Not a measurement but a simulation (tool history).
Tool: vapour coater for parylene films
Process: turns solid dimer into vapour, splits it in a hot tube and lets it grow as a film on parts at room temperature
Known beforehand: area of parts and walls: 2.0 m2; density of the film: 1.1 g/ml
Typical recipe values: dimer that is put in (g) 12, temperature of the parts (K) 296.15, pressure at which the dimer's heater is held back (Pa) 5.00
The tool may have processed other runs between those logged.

run,hour,dimer that is put in (g),temperature of the parts (K),pressure at which the dimer's heater is held back (Pa),thickness of the film (nm)
1,0.0,12,296.15,5.00,2470
2,17.0,12,296.15,5.00,2470
3,41.0,12,296.15,5.00,2490
4,58.2,12,296.15,5.00,2400
5,73.0,12,296.15,5.00,2460
6,101.5,8,296.15,5.00,1610
7,128.6,8,301.15,5.00,1490
8,144.6,8,301.15,5.00,1470
9,160.3,8,301.15,5.00,1470
10,181.5,8,301.15,5.00,1470
11,196.7,8,301.15,5.00,1470
12,210.1,8,301.15,5.00,1460
# hour 213.1: table's thermometer calibrated
13,243.6,12,295.15,5.00,2420
14,274.3,7,296.15,3.56,1450
15,303.2,7,296.15,4.38,1390
# hour 306.3: table's thermometer calibrated, once more
16,334.1,7,296.15,4.38,1370
17,351.1,7,296.15,4.38,1390
18,381.4,6,296.15,2.10,1310
# hour 405.4: trap's valve overhauled
19,411.9,6,296.15,2.10,1400
20,425.9,5,293.15,2.85,1190
21,441.0,11,304.15,2.06,2200
22,457.3,11,304.15,2.06,2210
23,474.1,19,298.15,7.09,3690
24,503.4,19,298.15,7.09,3630
25,522.2,11,306.15,5.00,1880
26,546.8,17,295.15,8.69,3370

Below are 3 alternative next runs, each starting from the tool's condition after run 26. Predict each:
A,568.5,16,294.15,8.69,?
B,568.5,8,300.15,3.37,?
C,568.5,12,296.15,7.04,?

run,thickness of the film (nm)
A,3170
B,1590
C,2400
Take away the tool's hidden state, keep each run's random variation, and the runs would have read:
run,thickness of the film (nm)
A,3260
B,1630
C,2460
